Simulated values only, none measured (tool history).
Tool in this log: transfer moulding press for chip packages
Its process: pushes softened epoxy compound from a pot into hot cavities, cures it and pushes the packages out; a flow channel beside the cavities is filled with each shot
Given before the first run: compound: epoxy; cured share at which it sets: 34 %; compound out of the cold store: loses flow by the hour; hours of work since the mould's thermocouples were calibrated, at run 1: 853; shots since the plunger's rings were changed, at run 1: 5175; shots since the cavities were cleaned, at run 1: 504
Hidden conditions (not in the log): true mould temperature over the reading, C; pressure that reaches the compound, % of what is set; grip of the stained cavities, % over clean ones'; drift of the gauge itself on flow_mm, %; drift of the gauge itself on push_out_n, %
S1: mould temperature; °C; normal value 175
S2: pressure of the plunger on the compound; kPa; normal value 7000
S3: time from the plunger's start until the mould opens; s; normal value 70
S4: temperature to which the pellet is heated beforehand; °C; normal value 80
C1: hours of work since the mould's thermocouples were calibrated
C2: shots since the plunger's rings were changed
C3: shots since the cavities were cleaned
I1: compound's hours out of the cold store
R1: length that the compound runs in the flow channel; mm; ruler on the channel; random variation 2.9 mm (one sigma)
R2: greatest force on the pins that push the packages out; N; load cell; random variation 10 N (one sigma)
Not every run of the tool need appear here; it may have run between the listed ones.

run   hour   S1    S2  S3  S4   C1    C2   C3    I1   R1   R2
  1    0.0  175  7000  70  80  853  5175  504  35.3  499  469
      11.0  -- cavities cleaned with cleaning compound and waxed
  2   35.3  172  7000  70  80  874  5724  395  15.4  553  607
      40.5  -- plunger's sealing rings changed
      52.7  -- cavities cleaned with cleaning compound and waxed
      70.6  -- mould's thermocouples calibrated
  3   73.1  172  7000  70  80    2   473  299  13.2  563  573
      94.9  -- cavities cleaned with cleaning compound and waxed
  4  104.1  172  7000  70  80   20   954  150  45.3  482  509
     136.2  -- cavities cleaned with cleaning compound and waxed
  5  165.9  175  7000  54  80   57  1934  483  40.0  490  818
     176.3  -- cavities cleaned with cleaning compound and waxed
  6  193.0  175  7000  54  80   73  2350  271  15.0  554  857
     218.0  -- cavities cleaned with cleaning compound and waxed
  7  246.4  183  7000  54  80  105  3194  462  13.8  553  516
     256.8  -- cavities cleaned with cleaning compound and waxed
  8  278.0  175  7000  70  80  123  3683  344  19.1  540  470
     296.6  -- cavities cleaned with cleaning compound and waxed
     339.0  -- cavities cleaned with cleaning compound and waxed
  9  339.0  175  7000  70  80  159  4627    0  41.7  490  436
     379.4  -- cavities cleaned with cleaning compound and waxed
 10  387.4  175  7000  70  80  188  5389  130  41.5  489  468
     413.6  -- plunger's sealing rings changed
     422.3  -- cavities cleaned with cleaning compound and waxed
 11  448.1  175  7000  70  80  223   537  419  32.2  515  457
     462.2  -- cavities cleaned with cleaning compound and waxed
     501.7  -- cavities cleaned with cleaning compound and waxed
 12  503.9  173  7000  93  80  256  1395   35  47.5  470  350
     542.4  -- cavities cleaned with cleaning compound and waxed
 13  547.9  175  6770  70  80  282  2086   89  16.5  540  486
     581.6  -- cavities cleaned with cleaning compound and waxed
 14  606.2  175  6020  96  80  317  3010  400  44.2  451  333
     620.3  -- cavities cleaned with cleaning compound and waxed
 15  639.5  175  7560  70  81  337  3526  312  47.8  498  449
     657.8  -- cavities cleaned with cleaning compound and waxed
 16  688.4  169  5960  70  71  366  4297  497  11.4  527  761
     698.1  -- cavities cleaned with cleaning compound and waxed
 17  732.9  168  6230  87  82  393  4996  565  42.8  467  455
     738.6  -- cavities cleaned with cleaning compound and waxed
 18  766.0  168  6230  86  71  412  5510  446   9.9  555  499

Consider 5 possible next runs. They are alternatives, not a sequence: every one starts from the tool as it was left by run 18. What does each give?
     776.8  -- cavities cleaned with cleaning compound and waxed
     784.6  -- plunger's sealing rings changed
     818.1  -- cavities cleaned with cleaning compound and waxed
  A  825.3  181  7000  70  80  446  637  117  40.1   ?   ?
     776.8  -- cavities cleaned with cleaning compound and waxed
     784.6  -- plunger's sealing rings changed
     818.1  -- cavities cleaned with cleaning compound and waxed
  B  825.3  170  7000  70  74  446  637  117   9.1   ?   ?
     776.8  -- cavities cleaned with cleaning compound and waxed
     784.6  -- plunger's sealing rings changed
     818.1  -- cavities cleaned with cleaning compound and waxed
  C  825.3  173  7330  70  78  446  637  117  28.5   ?   ?
     776.8  -- cavities cleaned with cleaning compound and waxed
     784.6  -- plunger's sealing rings changed
     818.1  -- cavities cleaned with cleaning compound and waxed
  D  825.3  172  7000  86  82  446  637  117  27.3   ?   ?
     776.8  -- cavities cleaned with cleaning compound and waxed
     784.6  -- plunger's sealing rings changed
     818.1  -- cavities cleaned with cleaning compound and waxed
  E  825.3  175  5630  70  80  446  637  117  23.1   ?   ?

run   R1   R2
  A  482  363
  B  575  727
  C  537  517
  D  524  380
  E  480  473
Without the tool's hidden state the same runs would have given:
run   R1   R2
  A  482  362
  B  575  725
  C  537  516
  D  524  379
  E  480  472
